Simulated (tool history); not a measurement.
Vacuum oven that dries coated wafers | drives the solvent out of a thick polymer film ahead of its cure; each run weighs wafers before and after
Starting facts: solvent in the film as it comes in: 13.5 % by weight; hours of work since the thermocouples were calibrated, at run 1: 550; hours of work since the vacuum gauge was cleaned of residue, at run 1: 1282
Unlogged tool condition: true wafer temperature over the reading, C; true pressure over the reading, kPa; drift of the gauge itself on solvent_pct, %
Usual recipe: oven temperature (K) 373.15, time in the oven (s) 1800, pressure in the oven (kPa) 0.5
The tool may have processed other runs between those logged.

run    hour  oven temperature (K)  time in the oven (s)  pressure in the oven (kPa)  hours of work since the thermocouples were calibrated  hours of work since the vacuum gauge was cleaned of residue  solvent left in the film (%)
  1       0                373.15                  1800                         0.5                                                    550                                                         1282                           1.5
  2      70                373.15                  1800                         0.5                                                    586                                                         1318                          1.52
  3   111.3                373.15                  1740                         0.5                                                    607                                                         1339                          1.49
  4   155.1                373.15                  1800                         0.5                                                    630                                                         1362                          1.52
  5   234.4                373.15                  1560                         0.5                                                    671                                                         1402                          1.81
  6   287.9                373.15                  1560                         0.5                                                    698                                                         1430                          1.85
  7   378.3                373.15                  1560                         0.5                                                    745                                                         1477                          1.79
  8   463.3                373.15                  1800                       0.476                                                    789                                                         1520                           1.4
  9   543.2                373.15                  1800                       0.476                                                    830                                                         1561                          1.52
 10     611                373.15                  1800                       0.806                                                    865                                                         1596                          1.92
 11   681.4                373.15                  1800                       0.806                                                    901                                                         1633                          1.74
      760.6  -- oven's thermocouples calibrated
 12   765.7                373.15                  1800                       0.806                                                      3                                                         1675                          1.72
 13     865                373.15                  1800                       0.806                                                     54                                                         1726                          1.73
 14   961.7                373.15                  1800                       0.806                                                    104                                                         1776                          1.71
 15  1053.7                373.15                  1800                         0.5                                                    151                                                         1823                          1.47
 16  1117.6                373.15                  1800                         0.5                                                    184                                                         1856                          1.45
 17    1179                373.15                  1800                         0.5                                                    216                                                         1888                          1.47
 18  1272.2                373.15                  1800                       0.317                                                    264                                                         1936                          1.28
 19  1341.6                373.15                  1800                         0.5                                                    299                                                         1972                          1.46
 20  1385.4                373.15                  1800                         0.5                                                    322                                                         1994                          1.52
 21  1454.8                373.15                  1800                         0.5                                                    358                                                         2030                          1.43
 22  1527.5                373.15                  1800                         0.5                                                    395                                                         2068                          1.57
 23    1587                373.15                  1800                         0.5                                                    426                                                         2098                          1.49
 24    1649                373.15                  1800                         0.5                                                    458                                                         2130                          1.56
 25  1701.6                383.15                  1800                       0.256                                                    485                                                         2157                          0.69
     1751.8  -- vacuum gauge cleaned of residue and calibrated
 26    1779                383.15                  1800                       0.256                                                    524                                                           14                          0.31
 27  1850.7                372.15                  2820                       0.257                                                    561                                                           51                           0.4
 28  1934.3                372.15                  2820                       0.257                                                    604                                                           94                          0.46
 29  1983.4                372.15                  2820                       0.257                                                    629                                                          119                          0.35
 30  2033.4                372.15                  1560                       1.375                                                    655                                                          145                          2.39
 31  2105.1                372.15                  1560                       1.375                                                    692                                                          182                          2.36
 32    2170                386.15                  1800                       1.375                                                    725                                                          215                          0.96
 33  2249.3                384.15                  2520                       0.607                                                    766                                                          256                          0.46
 34  2290.9                384.15                  2520                       0.607                                                    788                                                          278                          0.46
 35  2336.7                365.15                  2520                       0.359                                                    811                                                          301                          1.21
 36  2424.6                365.15                  2520                       0.359                                                    856                                                          347                          1.23
 37  2492.2                365.15                  2520                       1.987                                                    891                                                          381                          3.27
 38  2548.4                377.15                  2400                       0.716                                                    920                                                          410                          0.76
     2594.2  -- oven's thermocouples calibrated
 39  2644.4                373.15                  1380                         0.5                                                     26                                                          459                          1.78
 40  2725.1                378.15                  1440                         0.5                                                     67                                                          500                          1.13
 41  2800.9                373.15                  1140                       0.363                                                    106                                                          539                           2.3
 42  2890.7                358.15                  2220                       0.363                                                    153                                                          586                          2.62
 43  2948.3                374.15                  2220                       0.578                                                    182                                                          615                          0.98
 44  3027.4                388.15                  2880                       1.185                                                    223                                                          656                          0.76
 45  3101.6                375.15                  1920                       1.025                                                    261                                                          694                          1.48
 46  3166.3                371.15                  1560                       0.271                                                    295                                                          728                          1.63

Run by run, hidden condition taken away, random variation retained:
run  solvent left in the film (%)
  1                          1.13
  2                          1.13
  3                          1.08
  4                          1.11
  5                          1.38
  6                           1.4
  7                          1.32
  8                          0.94
  9                          1.03
 10                          1.42
 11                          1.22
 12                          1.39
 13                           1.4
 14                          1.35
 15                           1.1
 16                          1.07
 17                          1.08
 18                          0.87
 19                          1.04
 20                          1.09
 21                          0.98
 22                          1.11
 23                          1.02
 24                          1.08
 25                          0.35
 26                          0.29
 27                          0.37
 28                          0.42
 29                           0.3
 30                          2.23
 31                          2.18
 32                          0.89
 33                          0.41
 34                           0.4
 35                          1.02
 36                          1.02
 37                          2.96
 38                          0.64
 39                          1.66
 40                          1.01
 41                          2.13
 42                          2.34
 43                          0.83
 44                          0.67
 45                          1.29
 46                          1.38

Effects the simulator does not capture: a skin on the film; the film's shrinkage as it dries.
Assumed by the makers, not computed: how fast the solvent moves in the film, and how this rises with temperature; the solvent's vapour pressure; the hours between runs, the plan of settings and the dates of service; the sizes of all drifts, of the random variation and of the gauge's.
